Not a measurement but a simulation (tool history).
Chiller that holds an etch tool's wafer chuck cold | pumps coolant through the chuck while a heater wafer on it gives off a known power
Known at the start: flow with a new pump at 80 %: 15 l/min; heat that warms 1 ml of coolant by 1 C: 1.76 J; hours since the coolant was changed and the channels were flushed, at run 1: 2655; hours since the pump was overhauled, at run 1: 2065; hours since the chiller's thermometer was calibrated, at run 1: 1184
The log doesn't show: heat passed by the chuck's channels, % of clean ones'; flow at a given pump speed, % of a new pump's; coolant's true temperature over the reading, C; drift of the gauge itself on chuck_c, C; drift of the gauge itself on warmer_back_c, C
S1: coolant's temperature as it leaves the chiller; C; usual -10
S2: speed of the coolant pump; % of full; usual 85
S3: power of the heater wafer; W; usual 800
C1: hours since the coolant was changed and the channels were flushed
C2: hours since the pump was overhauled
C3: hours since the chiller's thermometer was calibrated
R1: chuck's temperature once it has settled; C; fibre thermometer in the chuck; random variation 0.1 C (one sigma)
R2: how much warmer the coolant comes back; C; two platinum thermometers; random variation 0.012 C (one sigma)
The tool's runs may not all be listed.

{"run": 1, "day": 0.0, "S1": -10, "S2": 85, "S3": 800, "C1": 2655, "C2": 2065, "C3": 1184, "R1": -0.5, "R2": 1.79}
{"run": 2, "day": 9.083, "S1": -10, "S2": 85, "S3": 800, "C1": 2873, "C2": 2283, "C3": 1403, "R1": -0.4, "R2": 1.83}
{"run": 3, "day": 16.088, "S1": -10, "S2": 85, "S3": 800, "C1": 3041, "C2": 2451, "C3": 1571, "R1": -0.4, "R2": 1.82}
{"run": 4, "day": 20.038, "S1": -10, "S2": 85, "S3": 800, "C1": 3136, "C2": 2546, "C3": 1665, "R1": -0.3, "R2": 1.82}
{"run": 5, "day": 27.879, "S1": -10, "S2": 85, "S3": 800, "C1": 3324, "C2": 2734, "C3": 1854, "R1": 0, "R2": 1.85}
{"day": 35.504, "done": "coolant changed, channels flushed"}
{"run": 6, "day": 35.9, "S1": -10, "S2": 85, "S3": 800, "C1": 10, "C2": 2921, "C3": 2040, "R1": -1.2, "R2": 1.86}
{"run": 7, "day": 40.471, "S1": -10, "S2": 85, "S3": 583, "C1": 119, "C2": 3031, "C3": 2150, "R1": -3.5, "R2": 1.35}
{"run": 8, "day": 49.133, "S1": -10, "S2": 85, "S3": 583, "C1": 327, "C2": 3239, "C3": 2358, "R1": -3.2, "R2": 1.37}
{"run": 9, "day": 57.467, "S1": -10, "S2": 86, "S3": 800, "C1": 527, "C2": 3439, "C3": 2558, "R1": -0.9, "R2": 1.87}
{"day": 58.258, "done": "coolant pump overhauled"}
{"run": 10, "day": 63.721, "S1": -8, "S2": 85, "S3": 421, "C1": 672, "C2": 131, "C3": 2703, "R1": -2.7, "R2": 1.05}
{"run": 11, "day": 71.779, "S1": -14, "S2": 85, "S3": 583, "C1": 866, "C2": 325, "C3": 2896, "R1": -6.7, "R2": 1.47}
{"run": 12, "day": 79.133, "S1": -17, "S2": 85, "S3": 572, "C1": 1042, "C2": 501, "C3": 3073, "R1": -9.8, "R2": 1.45}
{"run": 13, "day": 86.479, "S1": -17, "S2": 89, "S3": 576, "C1": 1218, "C2": 677, "C3": 3249, "R1": -9.9, "R2": 1.39}
{"run": 14, "day": 92.462, "S1": -17, "S2": 89, "S3": 576, "C1": 1362, "C2": 821, "C3": 3393, "R1": -9.7, "R2": 1.4}
{"day": 98.379, "done": "coolant pump overhauled, once more"}
{"run": 15, "day": 100.129, "S1": -9, "S2": 86, "S3": 521, "C1": 1541, "C2": 42, "C3": 3572, "R1": -2.4, "R2": 1.1}
{"run": 16, "day": 108.846, "S1": -20, "S2": 81, "S3": 1149, "C1": 1750, "C2": 251, "C3": 3781, "R1": -6.4, "R2": 2.62}
{"run": 17, "day": 114.85, "S1": -20, "S2": 72, "S3": 763, "C1": 1894, "C2": 395, "C3": 3925, "R1": -10.1, "R2": 1.96}

Forecast each of these 5 alternatives for the next run:
{"run": "A", "day": 122.2, "S1": -20, "S2": 90, "S3": 763, "C1": 2071, "C2": 572, "C3": 4101, "R1": "?", "R2": "?"}
{"run": "B", "day": 122.2, "S1": -20, "S2": 74, "S3": 763, "C1": 2071, "C2": 572, "C3": 4101, "R1": "?", "R2": "?"}
{"run": "C", "day": 122.2, "S1": -10, "S2": 61, "S3": 800, "C1": 2071, "C2": 572, "C3": 4101, "R1": "?", "R2": "?"}
{"run": "D", "day": 122.2, "S1": -13, "S2": 67, "S3": 763, "C1": 2071, "C2": 572, "C3": 4101, "R1": "?", "R2": "?"}
{"run": "E", "day": 122.2, "S1": -15, "S2": 90, "S3": 759, "C1": 2071, "C2": 572, "C3": 4101, "R1": "?", "R2": "?"}

run=A R1=-11 R2=1.56
run=B R1=-9.9 R2=1.92
run=C R1=1.5 R2=2.48
run=D R1=-2.5 R2=2.17
run=E R1=-5.9 R2=1.57
Without the tool's hidden state the same runs would have given:
run=A R1=-13.1 R2=1.53
run=B R1=-12.1 R2=1.88
run=C R1=-0.7 R2=2.43
run=D R1=-4.7 R2=2.13
run=E R1=-8 R2=1.54

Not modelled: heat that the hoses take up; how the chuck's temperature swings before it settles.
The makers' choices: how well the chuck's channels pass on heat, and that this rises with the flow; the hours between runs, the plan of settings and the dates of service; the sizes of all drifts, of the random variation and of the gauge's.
